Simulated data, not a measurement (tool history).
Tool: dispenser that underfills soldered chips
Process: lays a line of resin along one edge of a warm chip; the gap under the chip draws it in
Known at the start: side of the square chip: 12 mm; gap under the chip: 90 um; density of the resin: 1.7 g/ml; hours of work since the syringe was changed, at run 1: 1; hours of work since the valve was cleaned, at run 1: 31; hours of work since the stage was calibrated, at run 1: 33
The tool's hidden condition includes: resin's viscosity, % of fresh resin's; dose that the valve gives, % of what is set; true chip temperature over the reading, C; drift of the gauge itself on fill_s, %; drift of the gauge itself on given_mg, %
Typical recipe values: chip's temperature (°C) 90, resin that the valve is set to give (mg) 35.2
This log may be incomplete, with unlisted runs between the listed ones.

run   hour  chip's temperature (°C)  resin that the valve is set to give (mg)  hours of work since the syringe was changed  hours of work since the valve was cleaned  hours of work since the stage was calibrated  time until the resin shows at the far edge (s)  resin that the valve gave (mg)
  1      0                       90                                      35.2                                            1                                         31                                            33                                              63                           34.51
  2    1.8                       90                                      34.9                                            3                                         33                                            35                                            70.1                           34.12
       5.8  -- new syringe of resin
  3    6.6                       90                                      34.9                                            1                                         36                                            38                                            58.2                           34.22
  4    9.3                       90                                      34.9                                            3                                         38                                            40                                            68.4                           34.14
  5   11.9                       90                                      34.9                                            5                                         40                                            42                                            79.7                            33.9
      13.3  -- new syringe of resin
  6   15.8                       90                                      34.9                                            2                                         43                                            45                                            64.4                           34.05
  7   19.6                       90                                      38.1                                            5                                         46                                            48                                            80.4                            37.1
        21  -- new syringe of resin
  8   23.4                       90                                      38.1                                            2                                         48                                            50                                            65.7                           36.92
  9   25.8                       90                                      38.1                                            4                                         50                                            52                                            74.3                           36.95
      28.4  -- new syringe of resin
 10   28.4                       90                                      38.1                                            0                                         52                                            54                                            54.5                           36.99
 11   32.3                       90                                      35.2                                            3                                         55                                            57                                            70.3                            33.8
 12   34.8                       97                                      35.2                                            5                                         57                                            59                                            65.1                           33.87
      36.2  -- new syringe of resin
 13   37.5                       90                                      44.1                                            1                                         59                                            60                                            56.8                           42.44
 14   41.6                       90                                      44.1                                            4                                         62                                            64                                            74.4                           42.77
      43.7  -- new syringe of resin
 15   46.4                       90                                      44.1                                            2                                         65                                            67                                            63.9                           42.63
 16   49.7                       90                                      35.2                                            5                                         68                                            70                                              80                           33.97
      51.3  -- new syringe of resin
 17   52.3                       90                                      35.2                                            1                                         69                                            71                                            55.8                           33.81
 18   54.8                       90                                      42.6                                            3                                         71                                            73                                            66.7                           40.66
      58.8  -- new syringe of resin
 19   58.9                       84                                      30.5                                            0                                         74                                            76                                            69.1                           29.29
 20     62                       90                                      30.5                                            2                                         77                                            78                                            67.4                           29.04
 21   65.1                       77                                      42.4                                            5                                         79                                            81                                           122.6                           40.57
      66.6  -- new syringe of resin
 22   68.8                      101                                      42.5                                            2                                         82                                            83                                            43.6                            40.5
 23   71.2                       84                                      39.4                                            4                                         83                                            85                                            89.3                           37.57
 24   73.4                       94                                      30.1                                            5                                         85                                            87                                            76.3                            28.7
        74  -- new syringe of resin
 25   77.6                       94                                      30.1                                            3                                         88                                            90                                            64.2                           28.59
      81.6  -- new syringe of resin
 26   81.7                       87                                        34                                            0                                         91                                            93                                            60.2                           32.22
 27   84.4                       87                                        34                                            2                                         93                                            95                                            71.9                           32.25
      89.2  -- new syringe of resin
 28   89.2                       80                                      42.6                                            0                                         96                                            98                                            74.6                           40.02
 29   93.5                       89                                      33.7                                            3                                        100                                           102                                              74                           31.72
      96.6  -- new syringe of resin
 30   97.1                      103                                      44.9                                            0                                        102                                           104                                            37.8                           41.94
     100.7  -- dispensing valve cleaned and set on the balance
 31  100.9                       93                                        33                                            2                                          0                                           106                                            61.6                           32.97
       105  -- new syringe of resin
 32    105                       93                                        33                                            0                                          3                                           109                                            48.7                           33.02
 33  109.1                       85                                      36.7                                            3                                          6                                           112                                            80.4                           36.58
     112.5  -- new syringe of resin
 34  113.7                      104                                      40.7                                            1                                          9                                           115                                            35.7                           40.36
 35  117.8                       94                                      30.7                                            4                                         13                                           119                                            66.2                            30.3

Consider 3 possible next runs. They are alternatives, not a sequence: every one starts from the tool as it was left by run 35. What does each give?
     120.1  -- new syringe of resin
  A  121.5                       90                                      39.5                                            1                                         15                                           121                                               ?                               ?
     120.1  -- new syringe of resin
  B  121.5                       83                                      36.1                                            1                                         15                                           121                                               ?                               ?
     120.1  -- new syringe of resin
  C  121.5                       94                                        39                                            1                                         15                                           121                                               ?                               ?

run  time until the resin shows at the far edge (s)  resin that the valve gave (mg)
  A                                              58                           39.08
  B                                            75.1                           35.87
  C                                            52.4                           38.75
With no hidden state in the tool, these same runs would have given:
run  time until the resin shows at the far edge (s)  resin that the valve gave (mg)
  A                                            54.7                           39.43
  B                                            70.7                           36.19
  C                                            49.3                            39.1
